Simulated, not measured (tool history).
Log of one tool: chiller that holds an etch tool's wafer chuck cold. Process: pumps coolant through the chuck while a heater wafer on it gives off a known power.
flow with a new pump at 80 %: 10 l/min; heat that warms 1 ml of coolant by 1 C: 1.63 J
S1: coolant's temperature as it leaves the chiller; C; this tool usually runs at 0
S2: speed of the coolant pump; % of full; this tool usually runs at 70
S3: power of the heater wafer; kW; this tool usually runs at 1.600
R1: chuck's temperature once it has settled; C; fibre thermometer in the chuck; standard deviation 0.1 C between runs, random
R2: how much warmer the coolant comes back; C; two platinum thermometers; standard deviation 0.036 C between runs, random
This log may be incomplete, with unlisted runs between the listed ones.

run 1 hour=0.0 | S1=0 S2=70 S3=1.600 | R1=13.6 R2=7.16
run 2 hour=33.0 | S1=0 S2=70 S3=1.600 | R1=13.7 R2=7.16
run 3 hour=62.4 | S1=0 S2=70 S3=1.600 | R1=13.5 R2=7.09
-- hour=107.8 coolant changed, channels flushed
run 4 hour=107.8 | S1=0 S2=70 S3=1.600 | R1=12.9 R2=7.19
run 5 hour=134.9 | S1=0 S2=70 S3=1.600 | R1=13.0 R2=7.15
run 6 hour=186.1 | S1=0 S2=70 S3=1.600 | R1=13.0 R2=7.19
run 7 hour=227.8 | S1=0 S2=70 S3=1.698 | R1=13.6 R2=7.57
run 8 hour=256.2 | S1=0 S2=70 S3=1.600 | R1=13.0 R2=7.21
run 9 hour=291.2 | S1=0 S2=70 S3=1.600 | R1=12.9 R2=7.17
run 10 hour=318.3 | S1=0 S2=70 S3=1.600 | R1=12.8 R2=7.23
run 11 hour=351.7 | S1=0 S2=70 S3=2.324 | R1=18.9 R2=10.54
run 12 hour=405.5 | S1=5 S2=70 S3=2.324 | R1=23.7 R2=10.57
run 13 hour=451.1 | S1=5 S2=70 S3=2.324 | R1=23.9 R2=10.49
run 14 hour=493.6 | S1=5 S2=70 S3=2.324 | R1=23.9 R2=10.46
run 15 hour=529.7 | S1=0 S2=70 S3=1.600 | R1=13.1 R2=7.23
run 16 hour=574.5 | S1=-2 S2=77 S3=0.935 | R1=5.3 R2=3.80
run 17 hour=630.8 | S1=7 S2=77 S3=0.935 | R1=14.4 R2=3.83
run 18 hour=655.4 | S1=10 S2=64 S3=1.461 | R1=22.8 R2=7.34
run 19 hour=706.5 | S1=-7 S2=63 S3=0.991 | R1=2.1 R2=5.12
run 20 hour=730.3 | S1=0 S2=69 S3=0.845 | R1=7.3 R2=3.91
run 21 hour=780.4 | S1=-5 S2=92 S3=0.845 | R1=1.0 R2=2.86
run 22 hour=809.2 | S1=0 S2=70 S3=1.258 | R1=10.6 R2=5.77
run 23 hour=854.7 | S1=-5 S2=70 S3=2.073 | R1=12.0 R2=9.46
run 24 hour=882.6 | S1=-5 S2=70 S3=2.073 | R1=12.0 R2=9.47
run 25 hour=905.6 | S1=-1 S2=71 S3=1.146 | R1=8.5 R2=5.15
run 26 hour=955.1 | S1=4 S2=97 S3=1.600 | R1=14.7 R2=5.05
run 27 hour=1005.2 | S1=4 S2=97 S3=1.600 | R1=14.6 R2=5.07
run 28 hour=1056.7 | S1=4 S2=97 S3=1.871 | R1=16.3 R2=5.95
run 29 hour=1081.6 | S1=6 S2=61 S3=0.883 | R1=14.5 R2=4.74
run 30 hour=1133.7 | S1=6 S2=61 S3=0.883 | R1=14.5 R2=4.74

Each row is a separate what-if for the run after 30, all from the same tool condition, not one after another. Results?
run A hour=1162.9 | S1=-8 S2=89 S3=1.600 | R1=? R2=?
run B hour=1162.9 | S1=5 S2=90 S3=1.600 | R1=? R2=?
run C hour=1162.9 | S1=8 S2=94 S3=1.002 | R1=? R2=?
run D hour=1162.9 | S1=4 S2=92 S3=1.582 | R1=? R2=?

run=A R1=3.1 R2=5.61
run=B R1=16.3 R2=5.54
run=C R1=15.0 R2=3.27
run=D R1=14.6 R2=5.33
Take away the tool's hidden state, keep each run's random variation, and the runs would have read:
run=A R1=2.0 R2=5.24
run=B R1=15.2 R2=5.17
run=C R1=14.1 R2=3.05
run=D R1=13.5 R2=4.98
